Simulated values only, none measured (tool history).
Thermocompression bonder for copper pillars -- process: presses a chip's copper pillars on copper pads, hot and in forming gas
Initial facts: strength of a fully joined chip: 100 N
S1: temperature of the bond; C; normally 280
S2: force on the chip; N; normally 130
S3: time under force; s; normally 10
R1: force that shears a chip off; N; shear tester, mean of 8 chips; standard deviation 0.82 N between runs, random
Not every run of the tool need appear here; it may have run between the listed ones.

run 1 hour=0 | S1=280 S2=130 S3=10 | R1=62.3
run 2 hour=27 | S1=307 S2=130 S3=10 | R1=72.8
run 3 hour=58.2 | S1=307 S2=130 S3=10 | R1=74
run 4 hour=79.5 | S1=307 S2=130 S3=10 | R1=74.2
run 5 hour=117 | S1=307 S2=90 S3=10 | R1=63.5
run 6 hour=161.1 | S1=307 S2=90 S3=11 | R1=62.2
run 7 hour=190.5 | S1=307 S2=90 S3=11 | R1=62.9
run 8 hour=240 | S1=307 S2=90 S3=11 | R1=62.1
run 9 hour=287.3 | S1=280 S2=130 S3=10 | R1=58.4
-- hour=324.6 forming gas filter changed
run 10 hour=331.8 | S1=280 S2=130 S3=10 | R1=61.3
run 11 hour=380.5 | S1=280 S2=130 S3=10 | R1=61.9
run 12 hour=431.2 | S1=280 S2=192 S3=10 | R1=70.7
run 13 hour=479.2 | S1=280 S2=130 S3=10 | R1=61.2
run 14 hour=506.4 | S1=270 S2=130 S3=16 | R1=61.9
-- hour=550 force cell calibrated
run 15 hour=558.8 | S1=280 S2=130 S3=5 | R1=45.5
run 16 hour=582.4 | S1=272 S2=91 S3=5 | R1=32.4
run 17 hour=624.1 | S1=280 S2=130 S3=23 | R1=70.4
run 18 hour=645.5 | S1=280 S2=130 S3=23 | R1=68.8
run 19 hour=685.2 | S1=280 S2=130 S3=23 | R1=68.1
-- hour=722.1 forming gas filter changed
run 20 hour=725.5 | S1=279 S2=144 S3=9 | R1=59.8
run 21 hour=770.4 | S1=279 S2=144 S3=9 | R1=60
run 22 hour=802.3 | S1=252 S2=144 S3=16 | R1=53.1
run 23 hour=838.5 | S1=252 S2=144 S3=16 | R1=53.2
run 24 hour=869.8 | S1=250 S2=130 S3=14 | R1=47.6
run 25 hour=897.6 | S1=294 S2=142 S3=14 | R1=71

Forecast each of these 4 alternatives for the next run:
run A hour=922.5 | S1=256 S2=130 S3=24 | R1=?
run B hour=922.5 | S1=255 S2=157 S3=13 | R1=?
run C hour=922.5 | S1=294 S2=81 S3=14 | R1=?
run D hour=922.5 | S1=280 S2=181 S3=10 | R1=?

run=A R1=60.2
run=B R1=53.6
run=C R1=57.3
run=D R1=64.8
The same runs, with their run-to-run variation unchanged, on a tool lacking any hidden condition would have given:
run=A R1=68.7
run=B R1=61.7
run=C R1=65
run=D R1=72.8
